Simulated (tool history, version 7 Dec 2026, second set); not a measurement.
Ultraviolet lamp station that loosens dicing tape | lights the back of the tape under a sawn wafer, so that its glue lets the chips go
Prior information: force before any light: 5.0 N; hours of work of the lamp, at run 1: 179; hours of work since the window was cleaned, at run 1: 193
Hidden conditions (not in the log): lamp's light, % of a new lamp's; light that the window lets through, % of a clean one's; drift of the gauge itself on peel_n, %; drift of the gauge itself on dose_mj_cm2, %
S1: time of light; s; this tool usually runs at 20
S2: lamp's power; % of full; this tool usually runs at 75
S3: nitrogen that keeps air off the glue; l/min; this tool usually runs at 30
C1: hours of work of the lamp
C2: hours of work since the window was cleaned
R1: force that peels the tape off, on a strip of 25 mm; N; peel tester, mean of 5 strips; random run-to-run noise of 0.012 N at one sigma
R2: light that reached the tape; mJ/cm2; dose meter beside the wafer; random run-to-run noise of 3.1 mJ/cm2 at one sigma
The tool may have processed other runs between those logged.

run 1 hour=0.0 | S1=20 S2=75 S3=30 | C1=179 C2=193 | R1=0.525 R2=465
run 2 hour=5.1 | S1=11 S2=75 S3=30 | C1=182 C2=196 | R1=1.272 R2=256
run 3 hour=10.7 | S1=20 S2=83 S3=30 | C1=185 C2=198 | R1=0.451 R2=511
run 4 hour=17.4 | S1=20 S2=75 S3=30 | C1=188 C2=202 | R1=0.521 R2=467
run 5 hour=23.6 | S1=20 S2=75 S3=30 | C1=191 C2=205 | R1=0.543 R2=470
run 6 hour=29.7 | S1=20 S2=75 S3=30 | C1=194 C2=208 | R1=0.536 R2=464
run 7 hour=38.8 | S1=20 S2=75 S3=30 | C1=199 C2=213 | R1=0.542 R2=463
run 8 hour=48.5 | S1=26 S2=75 S3=30 | C1=204 C2=217 | R1=0.370 R2=614
run 9 hour=56.1 | S1=33 S2=75 S3=30 | C1=208 C2=221 | R1=0.270 R2=765
run 10 hour=63.7 | S1=33 S2=75 S3=30 | C1=211 C2=225 | R1=0.281 R2=770
run 11 hour=71.4 | S1=33 S2=75 S3=30 | C1=215 C2=229 | R1=0.270 R2=766
run 12 hour=83.0 | S1=33 S2=75 S3=30 | C1=221 C2=235 | R1=0.263 R2=771
run 13 hour=93.3 | S1=33 S2=75 S3=30 | C1=226 C2=240 | R1=0.285 R2=777
run 14 hour=100.4 | S1=33 S2=75 S3=30 | C1=230 C2=243 | R1=0.277 R2=761
run 15 hour=111.6 | S1=18 S2=63 S3=11 | C1=235 C2=249 | R1=1.170 R2=356
run 16 hour=117.1 | S1=27 S2=93 S3=11 | C1=238 C2=252 | R1=0.369 R2=772
run 17 hour=124.8 | S1=24 S2=80 S3=42 | C1=242 C2=256 | R1=0.351 R2=599
run 18 hour=130.7 | S1=24 S2=80 S3=42 | C1=245 C2=259 | R1=0.322 R2=595
run 19 hour=135.6 | S1=22 S2=72 S3=36 | C1=247 C2=261 | R1=0.455 R2=493
run 20 hour=141.1 | S1=27 S2=82 S3=30 | C1=250 C2=264 | R1=0.308 R2=679
run 21 hour=147.4 | S1=27 S2=78 S3=30 | C1=253 C2=267 | R1=0.328 R2=652
run 22 hour=155.2 | S1=20 S2=72 S3=30 | C1=257 C2=271 | R1=0.571 R2=451
run 23 hour=160.1 | S1=38 S2=64 S3=30 | C1=260 C2=273 | R1=0.286 R2=758
run 24 hour=168.9 | S1=38 S2=64 S3=30 | C1=264 C2=278 | R1=0.274 R2=756
run 25 hour=179.5 | S1=38 S2=64 S3=20 | C1=269 C2=283 | R1=0.316 R2=754
run 26 hour=186.5 | S1=17 S2=87 S3=25 | C1=273 C2=287 | R1=0.583 R2=454

Alternative continuations, all from the tool just after run 26; predict every row:
run A hour=195.2 | S1=17 S2=100 S3=25 | C1=277 C2=291 | R1=? R2=?
run B hour=195.2 | S1=20 S2=67 S3=56 | C1=277 C2=291 | R1=? R2=?
run C hour=195.2 | S1=37 S2=87 S3=46 | C1=277 C2=291 | R1=? R2=?
run D hour=195.2 | S1=17 S2=76 S3=25 | C1=277 C2=291 | R1=? R2=?

run=A R1=0.450 R2=526
run=B R1=0.523 R2=413
run=C R1=0.237 R2=1001
run=D R1=0.698 R2=400
What these runs would have given with no unlogged condition in the tool:
run=A R1=0.450 R2=526
run=B R1=0.523 R2=413
run=C R1=0.237 R2=1002
run=D R1=0.697 R2=401
